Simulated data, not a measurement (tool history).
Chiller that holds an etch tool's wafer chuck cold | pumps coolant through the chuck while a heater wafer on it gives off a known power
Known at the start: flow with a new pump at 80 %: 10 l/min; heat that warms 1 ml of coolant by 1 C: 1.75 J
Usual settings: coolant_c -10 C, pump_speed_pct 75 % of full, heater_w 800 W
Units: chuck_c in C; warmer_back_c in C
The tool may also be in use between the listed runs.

run 1 day=0.000 | coolant_c=-10 pump_speed_pct=75 heater_w=800 | chuck_c=2.9 warmer_back_c=3.061
run 2 day=2.692 | coolant_c=-10 pump_speed_pct=75 heater_w=800 | chuck_c=3.0 warmer_back_c=3.072
run 3 day=7.142 | coolant_c=-17 pump_speed_pct=75 heater_w=800 | chuck_c=-4.0 warmer_back_c=3.063
-- day=7.833 coolant changed, channels flushed
run 4 day=10.858 | coolant_c=-10 pump_speed_pct=87 heater_w=800 | chuck_c=0.5 warmer_back_c=2.620
run 5 day=15.358 | coolant_c=-10 pump_speed_pct=87 heater_w=800 | chuck_c=0.4 warmer_back_c=2.597
run 6 day=19.550 | coolant_c=-10 pump_speed_pct=87 heater_w=800 | chuck_c=0.3 warmer_back_c=2.599
run 7 day=22.279 | coolant_c=-10 pump_speed_pct=87 heater_w=800 | chuck_c=0.4 warmer_back_c=2.612
run 8 day=26.600 | coolant_c=-10 pump_speed_pct=75 heater_w=800 | chuck_c=1.8 warmer_back_c=3.078
run 9 day=28.758 | coolant_c=-10 pump_speed_pct=75 heater_w=800 | chuck_c=1.7 warmer_back_c=3.089
run 10 day=32.121 | coolant_c=-10 pump_speed_pct=75 heater_w=800 | chuck_c=1.6 warmer_back_c=3.084
run 11 day=35.542 | coolant_c=-10 pump_speed_pct=75 heater_w=800 | chuck_c=1.9 warmer_back_c=3.089
run 12 day=38.067 | coolant_c=-10 pump_speed_pct=75 heater_w=800 | chuck_c=1.8 warmer_back_c=3.085
run 13 day=40.179 | coolant_c=-10 pump_speed_pct=75 heater_w=800 | chuck_c=1.8 warmer_back_c=3.090
-- day=40.833 coolant pump overhauled
run 14 day=44.300 | coolant_c=-10 pump_speed_pct=75 heater_w=800 | chuck_c=1.9 warmer_back_c=3.118
run 15 day=47.312 | coolant_c=-10 pump_speed_pct=75 heater_w=800 | chuck_c=2.0 warmer_back_c=3.128
run 16 day=51.338 | coolant_c=-10 pump_speed_pct=75 heater_w=800 | chuck_c=2.0 warmer_back_c=3.112
-- day=56.108 coolant pump overhauled, once more
run 17 day=56.358 | coolant_c=-3 pump_speed_pct=75 heater_w=611 | chuck_c=6.0 warmer_back_c=2.245
run 18 day=60.488 | coolant_c=-9 pump_speed_pct=64 heater_w=1122 | chuck_c=9.0 warmer_back_c=4.924
run 19 day=64.971 | coolant_c=-7 pump_speed_pct=96 heater_w=936 | chuck_c=4.5 warmer_back_c=2.629
run 20 day=68.017 | coolant_c=-15 pump_speed_pct=66 heater_w=800 | chuck_c=-2.3 warmer_back_c=3.390
run 21 day=70.742 | coolant_c=-9 pump_speed_pct=63 heater_w=628 | chuck_c=1.5 warmer_back_c=2.797
run 22 day=75.525 | coolant_c=-9 pump_speed_pct=78 heater_w=672 | chuck_c=0.8 warmer_back_c=2.386
run 23 day=80.096 | coolant_c=-10 pump_speed_pct=75 heater_w=684 | chuck_c=0.2 warmer_back_c=2.516

The next listed run, before its measurement:
run 24 day=84.638 | coolant_c=-8 pump_speed_pct=69 heater_w=1109 | chuck_c=? warmer_back_c=?

Run 24 gave chuck_c 9.0 C, warmer_back_c 4.506 C.
Without the tool's hidden state the same run would have given chuck_c 7.5 C, warmer_back_c 4.485 C.

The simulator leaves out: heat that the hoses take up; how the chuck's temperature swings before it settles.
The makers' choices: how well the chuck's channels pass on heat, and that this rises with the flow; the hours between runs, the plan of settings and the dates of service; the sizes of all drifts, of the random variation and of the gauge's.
